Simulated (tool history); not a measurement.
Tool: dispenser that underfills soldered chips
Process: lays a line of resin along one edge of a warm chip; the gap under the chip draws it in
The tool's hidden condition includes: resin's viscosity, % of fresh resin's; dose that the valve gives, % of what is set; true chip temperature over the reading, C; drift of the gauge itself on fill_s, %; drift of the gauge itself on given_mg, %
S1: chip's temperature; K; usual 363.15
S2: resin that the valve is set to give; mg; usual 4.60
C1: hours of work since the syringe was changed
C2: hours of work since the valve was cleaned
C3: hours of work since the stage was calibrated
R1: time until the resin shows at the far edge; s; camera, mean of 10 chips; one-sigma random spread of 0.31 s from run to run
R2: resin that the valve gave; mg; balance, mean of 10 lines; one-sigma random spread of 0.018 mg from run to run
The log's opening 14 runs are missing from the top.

run    day      S1    S2  C1  C2   C3    R1    R2
 15  2.142  363.15  3.94   8  34  101  16.0  3.83
 16  2.267  349.15  4.60  10  36  103  28.3  4.47
     2.342  -- new syringe of resin
 17  2.383  363.15  4.60   1  38  105   9.2  4.45
 18  2.479  363.15  4.60   2  39  106   9.3  4.44
 19  2.679  363.15  4.60   5  43  109  11.7  4.43
 20  2.808  367.15  4.35   7  45  111  12.0  4.19
 21  2.962  377.15  5.65  10  47  114   9.7  5.42
     3.071  -- new syringe of resin
 22  3.092  377.15  5.65   0  49  116   5.5  5.41
 23  3.279  357.15  5.46   3  52  119  13.1  5.24
 24  3.417  364.15  4.22   6  54  121  12.1  4.02
 25  3.546  364.15  4.22   8  56  123  13.3  4.02
 26  3.700  364.15  4.22  10  59  125  16.2  4.04
     3.800  -- new syringe of resin
 27  3.933  364.15  4.22   2  62  129   9.8  4.01
 28  4.125  350.15  3.91   5  65  132  19.9  3.73
 29  4.246  350.15  3.91   7  67  134  23.4  3.70

Run 30, settings as shown, results not yet in. Your forecast:
 30  4.400  364.15  5.57   9  69  136   ?   ?

R1: 14.8 s
R2: 5.26 mg
The same run, on a tool lacking any hidden state, would have yielded R1 7.9 s, R2 5.57 mg.
